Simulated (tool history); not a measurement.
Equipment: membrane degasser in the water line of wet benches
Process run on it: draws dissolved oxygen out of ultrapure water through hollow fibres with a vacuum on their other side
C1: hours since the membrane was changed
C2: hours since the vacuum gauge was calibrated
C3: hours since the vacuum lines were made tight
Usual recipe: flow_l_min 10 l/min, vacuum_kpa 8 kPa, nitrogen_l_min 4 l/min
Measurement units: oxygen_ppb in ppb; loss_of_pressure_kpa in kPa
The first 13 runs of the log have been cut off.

Run 14, day 20.921: usual settings but vacuum_kpa 17.91 kPa; C1 2255; C2 85; C3 1630. Result: oxygen_ppb 95.9 ppb, loss_of_pressure_kpa 45.02 kPa.
Run 15, day 22.821: usual settings but vacuum_kpa 17.91 kPa, nitrogen_l_min 7.11 l/min; C1 2301; C2 131; C3 1676. Result: oxygen_ppb 56.4 ppb, loss_of_pressure_kpa 45.4 kPa.
Run 16, day 24.383: usual settings; C1 2338; C2 168; C3 1713. Result: oxygen_ppb 34.7 ppb, loss_of_pressure_kpa 45.11 kPa.
Run 17, day 25.379: usual settings but nitrogen_l_min 2.35 l/min; C1 2362; C2 192; C3 1737. Result: oxygen_ppb 54.5 ppb, loss_of_pressure_kpa 45.13 kPa.
Run 18, day 26.492: usual settings but vacuum_kpa 7.89 kPa, nitrogen_l_min 1.89 l/min; C1 2389; C2 219; C3 1764. Result: oxygen_ppb 65.7 ppb, loss_of_pressure_kpa 45.43 kPa.
Run 19, day 27.683: usual settings but nitrogen_l_min 1.66 l/min; C1 2417; C2 247; C3 1792. Result: oxygen_ppb 74.8 ppb, loss_of_pressure_kpa 44.84 kPa.
Run 20, day 29.558: usual settings but flow_l_min 11 l/min, nitrogen_l_min 1.66 l/min; C1 2462; C2 292; C3 1837. Result: oxygen_ppb 83.4 ppb, loss_of_pressure_kpa 50.05 kPa.
Run 21, day 30.783: usual settings but flow_l_min 11 l/min, nitrogen_l_min 1.66 l/min; C1 2492; C2 322; C3 1867. Result: oxygen_ppb 83.6 ppb, loss_of_pressure_kpa 49.58 kPa.
Run 22, day 32.596: usual settings but vacuum_kpa 6.77 kPa; C1 2535; C2 365; C3 1910. Result: oxygen_ppb 26.9 ppb, loss_of_pressure_kpa 45.42 kPa.

Expected results for the next run?
Run 23, day 33.396: usual settings but vacuum_kpa 13.02 kPa; C1 2554; C2 384; C3 1929. Result: oxygen_ppb ?, loss_of_pressure_kpa ?.

{"run 23": {"oxygen_ppb": 66, "loss_of_pressure_kpa": 45.45}}
Without the tool's hidden state the same run would have given oxygen_ppb 64.1 ppb, loss_of_pressure_kpa 44.02 kPa.

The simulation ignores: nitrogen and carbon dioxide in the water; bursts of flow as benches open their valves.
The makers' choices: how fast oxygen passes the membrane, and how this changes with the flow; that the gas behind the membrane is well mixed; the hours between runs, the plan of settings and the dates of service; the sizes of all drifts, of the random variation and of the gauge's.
